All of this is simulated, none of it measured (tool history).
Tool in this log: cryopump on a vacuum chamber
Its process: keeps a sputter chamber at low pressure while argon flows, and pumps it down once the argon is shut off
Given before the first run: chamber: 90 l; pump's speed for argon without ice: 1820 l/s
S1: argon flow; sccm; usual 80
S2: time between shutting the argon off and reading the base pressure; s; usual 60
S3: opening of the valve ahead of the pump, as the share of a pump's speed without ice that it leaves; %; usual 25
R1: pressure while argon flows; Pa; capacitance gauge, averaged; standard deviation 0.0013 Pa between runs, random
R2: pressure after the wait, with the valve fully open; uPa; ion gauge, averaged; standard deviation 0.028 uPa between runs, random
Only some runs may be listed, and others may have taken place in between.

| run | hour | S1 | S2 | S3 | R1 | R2 |
|---|---|---|---|---|---|---|
| 1 | 0.0 | 80 | 60 | 25 | 0.3011 | 2.16 |
| 2 | 43.0 | 80 | 60 | 25 | 0.2999 | 2.19 |
| 3 | 96.2 | 80 | 60 | 25 | 0.3021 | 2.17 |
| 4 | 155.1 | 80 | 23 | 25 | 0.3014 | 4.11 |
| 5 | 209.6 | 80 | 23 | 25 | 0.3021 | 4.07 |
| 6 | 257.3 | 80 | 23 | 25 | 0.3045 | 4.14 |
| 7 | 287.0 | 80 | 23 | 25 | 0.3013 | 4.20 |
| 8 | 332.6 | 80 | 60 | 39 | 0.1975 | 2.34 |
| 9 | 368.2 | 80 | 60 | 25 | 0.3023 | 2.36 |
| 10 | 404.9 | 80 | 60 | 25 | 0.3046 | 2.34 |
| 11 | 456.1 | 80 | 60 | 25 | 0.3057 | 2.40 |
| 12 | 501.2 | 80 | 60 | 25 | 0.3068 | 2.37 |
| 13 | 541.0 | 80 | 60 | 25 | 0.3086 | 2.45 |
| 14 | 578.3 | 80 | 60 | 25 | 0.3050 | 2.46 |
| 15 | 622.3 | 80 | 60 | 25 | 0.3094 | 2.52 |
| 16 | 666.4 | 80 | 60 | 25 | 0.3080 | 2.47 |
| 17 | 725.4 | 80 | 83 | 25 | 0.3068 | 2.20 |
| 18 | 770.8 | 80 | 83 | 25 | 0.3075 | 2.24 |
| 19 | 795.8 | 80 | 83 | 21 | 0.3637 | 2.22 |
| 20 | 840.7 | 144 | 132 | 36 | 0.3900 | 1.99 |
| 21 | 895.8 | 159 | 116 | 15 | 1.0113 | 2.02 |
| 22 | 939.7 | 159 | 74 | 20 | 0.7670 | 2.45 |
| 23 | 977.8 | 70 | 29 | 20 | 0.3379 | 3.90 |
| 24 | 1021.9 | 59 | 21 | 44 | 0.1352 | 4.82 |
| 25 | 1058.7 | 64 | 90 | 37 | 0.1709 | 2.32 |
| 26 | 1103.5 | 35 | 50 | 25 | 0.1351 | 2.91 |
| 27 | 1152.4 | 35 | 50 | 25 | 0.1366 | 2.98 |
| 28 | 1200.0 | 39 | 115 | 25 | 0.1506 | 2.21 |
| 29 | 1234.9 | 152 | 83 | 25 | 0.5964 | 2.42 |
| 30 | 1260.6 | 34 | 291 | 34 | 0.0990 | 1.82 |
| 31 | 1319.7 | 43 | 163 | 52 | 0.0845 | 2.09 |
| 32 | 1362.3 | 73 | 163 | 35 | 0.2086 | 2.06 |
|  | 1387.5 | pump warmed up, emptied and cooled again |
| 33 | 1391.1 | 33 | 25 | 25 | 0.1223 | 4.19 |
| 34 | 1445.4 | 33 | 25 | 42 | 0.0741 | 4.21 |
| 35 | 1487.6 | 33 | 25 | 42 | 0.0731 | 4.21 |

Predict each of these 3 candidate next runs independently; none follows another, all start after run 35:
| A | 1544.6 | 33 | 25 | 53 | ? | ? |
| B | 1544.6 | 33 | 25 | 51 | ? | ? |
| C | 1544.6 | 80 | 60 | 57 | ? | ? |

| run | R1 | R2 |
|---|---|---|
| A | 0.0597 | 4.23 |
| B | 0.0599 | 4.20 |
| C | 0.1325 | 2.71 |
Stripped of hidden state, with their random variation kept, the same runs would have yielded:
| run | R1 | R2 |
|---|---|---|
| A | 0.0589 | 2.93 |
| B | 0.0591 | 2.90 |
| C | 0.1305 | 1.36 |
